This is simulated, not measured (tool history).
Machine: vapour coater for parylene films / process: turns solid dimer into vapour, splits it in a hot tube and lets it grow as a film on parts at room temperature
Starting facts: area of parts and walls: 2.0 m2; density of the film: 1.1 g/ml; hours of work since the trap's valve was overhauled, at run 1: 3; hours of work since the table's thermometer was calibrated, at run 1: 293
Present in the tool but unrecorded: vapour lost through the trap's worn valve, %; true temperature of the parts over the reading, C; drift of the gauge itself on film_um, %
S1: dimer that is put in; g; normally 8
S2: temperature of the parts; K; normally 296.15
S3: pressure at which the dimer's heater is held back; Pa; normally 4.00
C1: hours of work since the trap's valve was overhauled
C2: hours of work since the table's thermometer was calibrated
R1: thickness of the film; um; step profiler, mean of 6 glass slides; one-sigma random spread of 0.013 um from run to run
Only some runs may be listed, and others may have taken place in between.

run	hour	S1	S2	S3	C1	C2	R1
1	0.0	8	296.15	4.00	3	293	2.64
2	44.2	8	296.15	4.00	27	317	2.61
3	70.9	5	296.15	4.00	41	332	1.64
4	105.6	8	303.15	4.00	60	350	1.88
5	146.6	8	303.15	7.22	82	372	1.80
6	170.9	8	296.15	4.00	95	385	2.60
7	220.0	8	303.15	6.49	121	412	1.79
8	246.6	8	295.15	6.49	136	426	2.61
9	288.2	13	292.15	8.81	158	448	4.78
10	339.3	13	292.15	8.81	186	476	4.76
11	375.6	13	292.15	8.81	205	495	4.73
12	414.2	13	292.15	8.81	226	516	4.72

Consider 3 possible next runs. They are alternatives, not a sequence: every one starts from the tool as it was left by run 12. What does each give?
A	469.5	13	292.15	6.26	256	546	?
B	469.5	11	297.15	4.82	256	546	?
C	469.5	4	292.15	8.81	256	546	?

run	R1
A	4.78
B	3.26
C	1.43
What these runs would have given with no unlogged condition in the tool:
run	R1
A	5.02
B	3.42
C	1.50

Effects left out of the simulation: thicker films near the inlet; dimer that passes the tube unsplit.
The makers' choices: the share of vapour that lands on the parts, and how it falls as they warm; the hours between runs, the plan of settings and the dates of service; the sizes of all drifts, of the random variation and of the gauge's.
